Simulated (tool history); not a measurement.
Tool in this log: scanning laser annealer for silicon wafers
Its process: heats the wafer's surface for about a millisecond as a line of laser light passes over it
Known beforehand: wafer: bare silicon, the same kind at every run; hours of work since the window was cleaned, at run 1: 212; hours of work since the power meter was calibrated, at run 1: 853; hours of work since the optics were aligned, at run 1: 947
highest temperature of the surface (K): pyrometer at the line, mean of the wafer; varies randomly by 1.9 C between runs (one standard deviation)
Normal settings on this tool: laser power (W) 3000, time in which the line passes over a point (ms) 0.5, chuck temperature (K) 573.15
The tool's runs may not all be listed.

run,hour,laser power (W),time in which the line passes over a point (ms),chuck temperature (K),hours of work since the window was cleaned,hours of work since the power meter was calibrated,hours of work since the optics were aligned,highest temperature of the surface (K)
1,0,3000,0.5,573.15,212,853,947,1370.15
2,48.3,3000,0.5,573.15,248,889,982,1366.15
3,135.3,3000,0.5,573.15,312,953,1046,1363.15
4,214.9,3000,0.5,573.15,370,1011,1104,1356.15
5,279.3,3000,0.5,556.15,417,1058,1152,1338.15
# hour 349.4: window over the wafer cleaned
6,349.4,3000,0.5,556.15,0,1108,1202,1364.15
# hour 371.4: optics aligned, line set to its width
7,411.1,3009,0.5,573.15,42,1150,29,1387.15
8,466.9,3009,0.5,573.15,83,1191,70,1383.15
9,557.2,3009,0.5,573.15,149,1257,136,1380.15
10,628.9,3000,0.529,573.15,202,1310,189,1397.15
11,692.8,3000,0.529,573.15,248,1357,236,1394.15
12,754.8,3000,0.5,589.15,294,1402,281,1385.15
13,806.2,3000,0.5,567.15,332,1440,319,1360.15
14,855.7,3000,0.5,567.15,368,1476,355,1356.15
15,897.1,3000,0.5,573.15,398,1507,386,1360.15
16,967.8,3000,0.5,573.15,450,1559,438,1360.15
# hour 990.9: window over the wafer cleaned
17,1054,3000,0.5,573.15,46,1621,500,1382.15
18,1118.6,3000,0.5,573.15,94,1668,547,1382.15
19,1184.1,3000,0.5,573.15,142,1716,595,1378.15
20,1257.7,3000,0.525,573.15,196,1770,649,1396.15
21,1344.4,3000,0.525,597.15,260,1834,713,1414.15
22,1407.3,3000,0.516,592.15,306,1880,759,1398.15
23,1481.6,2569,0.367,549.15,360,1934,814,1134.15
24,1564.4,3000,0.42,566.15,421,1995,874,1285.15
25,1610.7,3086,0.526,541.15,455,2029,908,1368.15
# hour 1626.1: window over the wafer cleaned
26,1664.4,3086,0.526,541.15,28,2067,946,1392.15
# hour 1672.5: laser's power meter calibrated
27,1756.5,2562,0.49,552.15,94,62,1012,1242.15
# hour 1839.3: laser's power meter calibrated, once more
28,1848.3,2562,0.49,552.15,159,7,1077,1231.15
29,1891.6,2771,0.539,537.15,190,38,1109,1302.15
30,1934.2,2764,0.539,537.15,222,70,1140,1302.15
31,1974.2,2764,0.539,537.15,251,99,1169,1300.15
32,2026,2783,0.466,597.15,289,137,1207,1309.15
# hour 2039: optics aligned, line set to its width
33,2077.8,3093,0.46,573.15,323,171,28,1359.15
34,2155.5,2767,0.384,605.15,381,228,86,1247.15
35,2208.6,2882,0.5,583.15,419,267,124,1343.15
36,2258.6,2882,0.5,583.15,456,304,161,1341.15
# hour 2273: window over the wafer cleaned
37,2343.6,3000,0.48,568.15,52,365,222,1364.15
38,2382.5,3129,0.422,565.15,80,394,251,1338.15
39,2432.6,3129,0.422,565.15,117,430,287,1335.15
40,2500.2,2975,0.5,559.15,167,480,337,1354.15

Each row is a separate what-if for the run after 40, all from the same tool condition, not one after another. Results?
A,2581.5,2645,0.48,573.15,226,540,397,?
B,2581.5,2975,0.499,580.15,226,540,397,?
C,2581.5,2975,0.581,592.15,226,540,397,?

run,highest temperature of the surface (K)
A,1265.15
B,1371.15
C,1446.15
With the hidden condition removed and each run's random variation left untouched, the same runs would have given:
run,highest temperature of the surface (K)
A,1276.15
B,1384.15
C,1460.15
